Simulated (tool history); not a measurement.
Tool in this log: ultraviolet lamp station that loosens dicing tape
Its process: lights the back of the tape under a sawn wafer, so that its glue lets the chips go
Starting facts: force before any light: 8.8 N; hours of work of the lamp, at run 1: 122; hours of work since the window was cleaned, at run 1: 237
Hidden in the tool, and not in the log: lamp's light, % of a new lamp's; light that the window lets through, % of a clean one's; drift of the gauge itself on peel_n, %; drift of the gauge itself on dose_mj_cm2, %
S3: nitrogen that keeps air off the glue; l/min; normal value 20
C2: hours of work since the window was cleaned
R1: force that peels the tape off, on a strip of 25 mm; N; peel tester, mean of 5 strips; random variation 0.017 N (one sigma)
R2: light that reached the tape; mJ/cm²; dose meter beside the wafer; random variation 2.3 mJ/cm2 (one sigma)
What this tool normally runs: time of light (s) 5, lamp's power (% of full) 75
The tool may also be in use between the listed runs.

{"run": 1, "hour": 0.0, "time of light (s)": 5, "lamp's power (% of full)": 75, "S3": 20, "hours of work of the lamp": 122, "C2": 237, "R1": 0.809, "R2": 227}
{"run": 2, "hour": 34.1, "time of light (s)": 5, "lamp's power (% of full)": 75, "S3": 20, "hours of work of the lamp": 136, "C2": 251, "R1": 0.849, "R2": 219}
{"hour": 82.4, "done": "window cleaned of glue's vapour"}
{"run": 3, "hour": 106.9, "time of light (s)": 5, "lamp's power (% of full)": 75, "S3": 20, "hours of work of the lamp": 166, "C2": 10, "R1": 0.818, "R2": 230}
{"run": 4, "hour": 141.8, "time of light (s)": 5, "lamp's power (% of full)": 75, "S3": 20, "hours of work of the lamp": 180, "C2": 25, "R1": 0.84, "R2": 226}
{"run": 5, "hour": 186.9, "time of light (s)": 5, "lamp's power (% of full)": 75, "S3": 20, "hours of work of the lamp": 199, "C2": 43, "R1": 0.832, "R2": 227}
{"run": 6, "hour": 252.0, "time of light (s)": 5, "lamp's power (% of full)": 75, "S3": 20, "hours of work of the lamp": 226, "C2": 70, "R1": 0.833, "R2": 224}
{"run": 7, "hour": 292.2, "time of light (s)": 5, "lamp's power (% of full)": 88, "S3": 20, "hours of work of the lamp": 242, "C2": 86, "R1": 0.582, "R2": 266}
{"run": 8, "hour": 341.3, "time of light (s)": 5, "lamp's power (% of full)": 88, "S3": 20, "hours of work of the lamp": 262, "C2": 107, "R1": 0.578, "R2": 267}
{"run": 9, "hour": 385.3, "time of light (s)": 5, "lamp's power (% of full)": 95, "S3": 20, "hours of work of the lamp": 280, "C2": 125, "R1": 0.516, "R2": 288}
{"run": 10, "hour": 417.8, "time of light (s)": 5, "lamp's power (% of full)": 75, "S3": 9, "hours of work of the lamp": 294, "C2": 138, "R1": 1.592, "R2": 223}
{"run": 11, "hour": 490.7, "time of light (s)": 5, "lamp's power (% of full)": 75, "S3": 9, "hours of work of the lamp": 324, "C2": 168, "R1": 1.604, "R2": 224}
{"run": 12, "hour": 523.3, "time of light (s)": 2, "lamp's power (% of full)": 75, "S3": 20, "hours of work of the lamp": 337, "C2": 182, "R1": 3.302, "R2": 88}
{"run": 13, "hour": 590.5, "time of light (s)": 5, "lamp's power (% of full)": 75, "S3": 20, "hours of work of the lamp": 365, "C2": 209, "R1": 0.87, "R2": 228}
{"run": 14, "hour": 626.5, "time of light (s)": 5, "lamp's power (% of full)": 75, "S3": 20, "hours of work of the lamp": 380, "C2": 224, "R1": 0.879, "R2": 226}
{"run": 15, "hour": 701.8, "time of light (s)": 6, "lamp's power (% of full)": 75, "S3": 20, "hours of work of the lamp": 411, "C2": 255, "R1": 0.572, "R2": 269}
{"hour": 735.9, "done": "window cleaned of glue's vapour"}
{"run": 16, "hour": 741.7, "time of light (s)": 6, "lamp's power (% of full)": 75, "S3": 20, "hours of work of the lamp": 427, "C2": 2, "R1": 0.57, "R2": 272}
{"run": 17, "hour": 816.6, "time of light (s)": 6, "lamp's power (% of full)": 75, "S3": 20, "hours of work of the lamp": 458, "C2": 33, "R1": 0.581, "R2": 266}
{"run": 18, "hour": 874.0, "time of light (s)": 6, "lamp's power (% of full)": 75, "S3": 20, "hours of work of the lamp": 482, "C2": 57, "R1": 0.578, "R2": 272}
{"run": 19, "hour": 905.2, "time of light (s)": 4, "lamp's power (% of full)": 72, "S3": 29, "hours of work of the lamp": 495, "C2": 70, "R1": 1.096, "R2": 174}
{"run": 20, "hour": 945.1, "time of light (s)": 5, "lamp's power (% of full)": 71, "S3": 20, "hours of work of the lamp": 511, "C2": 86, "R1": 0.955, "R2": 216}
{"run": 21, "hour": 1000.9, "time of light (s)": 8, "lamp's power (% of full)": 94, "S3": 21, "hours of work of the lamp": 534, "C2": 109, "R1": 0.204, "R2": 441}
{"run": 22, "hour": 1073.1, "time of light (s)": 8, "lamp's power (% of full)": 94, "S3": 21, "hours of work of the lamp": 564, "C2": 139, "R1": 0.197, "R2": 441}
{"run": 23, "hour": 1113.4, "time of light (s)": 8, "lamp's power (% of full)": 94, "S3": 14, "hours of work of the lamp": 580, "C2": 156, "R1": 0.263, "R2": 450}
{"run": 24, "hour": 1151.3, "time of light (s)": 8, "lamp's power (% of full)": 94, "S3": 14, "hours of work of the lamp": 596, "C2": 171, "R1": 0.258, "R2": 447}
{"run": 25, "hour": 1209.4, "time of light (s)": 2, "lamp's power (% of full)": 63, "S3": 17, "hours of work of the lamp": 620, "C2": 195, "R1": 4.073, "R2": 74}
{"run": 26, "hour": 1258.3, "time of light (s)": 3, "lamp's power (% of full)": 80, "S3": 10, "hours of work of the lamp": 640, "C2": 215, "R1": 2.741, "R2": 144}
{"run": 27, "hour": 1330.2, "time of light (s)": 7, "lamp's power (% of full)": 80, "S3": 22, "hours of work of the lamp": 670, "C2": 245, "R1": 0.319, "R2": 332}
{"run": 28, "hour": 1376.4, "time of light (s)": 5, "lamp's power (% of full)": 89, "S3": 31, "hours of work of the lamp": 689, "C2": 264, "R1": 0.411, "R2": 268}
{"hour": 1390.6, "done": "window cleaned of glue's vapour"}
{"run": 29, "hour": 1418.2, "time of light (s)": 7, "lamp's power (% of full)": 75, "S3": 20, "hours of work of the lamp": 706, "C2": 11, "R1": 0.41, "R2": 312}
{"run": 30, "hour": 1482.2, "time of light (s)": 7, "lamp's power (% of full)": 75, "S3": 20, "hours of work of the lamp": 732, "C2": 38, "R1": 0.414, "R2": 315}
{"run": 31, "hour": 1555.0, "time of light (s)": 5, "lamp's power (% of full)": 83, "S3": 20, "hours of work of the lamp": 762, "C2": 68, "R1": 0.697, "R2": 249}
{"run": 32, "hour": 1628.7, "time of light (s)": 5, "lamp's power (% of full)": 83, "S3": 20, "hours of work of the lamp": 793, "C2": 98, "R1": 0.698, "R2": 252}
{"run": 33, "hour": 1662.5, "time of light (s)": 4, "lamp's power (% of full)": 73, "S3": 20, "hours of work of the lamp": 807, "C2": 112, "R1": 1.378, "R2": 176}
{"run": 34, "hour": 1719.0, "time of light (s)": 2, "lamp's power (% of full)": 74, "S3": 20, "hours of work of the lamp": 830, "C2": 135, "R1": 3.448, "R2": 91}
{"run": 35, "hour": 1782.5, "time of light (s)": 3, "lamp's power (% of full)": 63, "S3": 20, "hours of work of the lamp": 856, "C2": 162, "R1": 2.611, "R2": 115}

Predict each of these 5 candidate next runs independently; none follows another, all start after run 35:
{"run": "A", "hour": 1814.7, "time of light (s)": 2, "lamp's power (% of full)": 63, "S3": 29, "hours of work of the lamp": 869, "C2": 175, "R1": "?", "R2": "?"}
{"run": "B", "hour": 1814.7, "time of light (s)": 5, "lamp's power (% of full)": 80, "S3": 7, "hours of work of the lamp": 869, "C2": 175, "R1": "?", "R2": "?"}
{"run": "C", "hour": 1814.7, "time of light (s)": 6, "lamp's power (% of full)": 64, "S3": 20, "hours of work of the lamp": 869, "C2": 175, "R1": "?", "R2": "?"}
{"run": "D", "hour": 1814.7, "time of light (s)": 2, "lamp's power (% of full)": 85, "S3": 14, "hours of work of the lamp": 869, "C2": 175, "R1": "?", "R2": "?"}
{"run": "E", "hour": 1814.7, "time of light (s)": 3, "lamp's power (% of full)": 96, "S3": 20, "hours of work of the lamp": 869, "C2": 175, "R1": "?", "R2": "?"}

run=A R1=3.394 R2=78
run=B R1=1.666 R2=234
run=C R1=0.799 R2=234
run=D R1=3.337 R2=103
run=E R1=1.371 R2=173
Had the tool no hidden state, the same runs would have come out as:
run=A R1=3.386 R2=78
run=B R1=1.659 R2=234
run=C R1=0.795 R2=234
run=D R1=3.329 R2=103
run=E R1=1.365 R2=174
